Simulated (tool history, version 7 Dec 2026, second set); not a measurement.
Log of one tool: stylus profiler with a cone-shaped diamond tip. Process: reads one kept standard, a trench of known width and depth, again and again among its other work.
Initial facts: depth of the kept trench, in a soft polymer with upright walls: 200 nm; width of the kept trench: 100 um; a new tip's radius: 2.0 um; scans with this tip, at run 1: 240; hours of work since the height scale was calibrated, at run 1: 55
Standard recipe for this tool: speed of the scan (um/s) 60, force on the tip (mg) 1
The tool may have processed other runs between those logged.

| run | hour | speed of the scan (um/s) | force on the tip (mg) | scans with this tip | hours of work since the height scale was calibrated | depth of the trench (angstrom) | width of the trench's floor (nm) |
|---|---|---|---|---|---|---|---|
| 1 | 0 | 60 | 1 | 240 | 55 | 2017.5 | 97950 |
| 2 | 15.1 | 60 | 1 | 277 | 64 | 2017.1 | 97960 |
| 3 | 33.8 | 215 | 1 | 323 | 74 | 2016.5 | 97290 |
| 4 | 44.4 | 215 | 1 | 348 | 80 | 2017.1 | 97270 |
| 5 | 55.9 | 60 | 2.79 | 377 | 87 | 2033 | 98090 |
| 6 | 68.4 | 60 | 2.79 | 407 | 94 | 2034.2 | 98100 |
| 7 | 80 | 60 | 2.79 | 436 | 100 | 2032.9 | 98100 |
| 8 | 89.5 | 46 | 1 | 459 | 106 | 2018.7 | 98050 |
| 9 | 101.6 | 23 | 1 | 488 | 112 | 2016.5 | 98160 |
| 10 | 119.8 | 177 | 1 | 533 | 123 | 2019.7 | 97380 |
| 11 | 131.4 | 60 | 1 | 561 | 129 | 2017.8 | 97970 |
| 12 | 146.3 | 60 | 1 | 598 | 138 | 2019.6 | 97980 |
| 13 | 156.2 | 60 | 1 | 622 | 143 | 2020.2 | 97940 |
| 14 | 172.4 | 60 | 1 | 662 | 152 | 2018.8 | 97940 |
| 15 | 189.7 | 60 | 0.4 | 704 | 162 | 2010.9 | 97770 |
| 16 | 208.3 | 60 | 0.4 | 750 | 173 | 2009.4 | 97750 |
| 17 | 219.6 | 60 | 0.4 | 777 | 179 | 2011.3 | 97780 |
| 18 | 229.4 | 60 | 1 | 801 | 184 | 2020.3 | 97980 |
| 19 | 243.4 | 148 | 1 | 835 | 192 | 2017.6 | 97580 |
| 20 | 253.3 | 148 | 1 | 860 | 198 | 2017.5 | 97530 |
| 21 | 270.8 | 46 | 1 | 902 | 208 | 2017.3 | 97970 |
| 22 | 285.7 | 18 | 0.36 | 939 | 216 | 2012 | 98100 |

Run 23 comes next. What will it give?
| 23 | 297.8 | 142 | 1.59 | 968 | 223 | ? | ? |

{"run 23": {"depth of the trench (angstrom)": 2022.4, "width of the trench's floor (nm)": 97700}}
Minus the tool's unlogged condition, the same run would have read depth of the trench (angstrom) 2019.7, width of the trench's floor (nm) 97740.
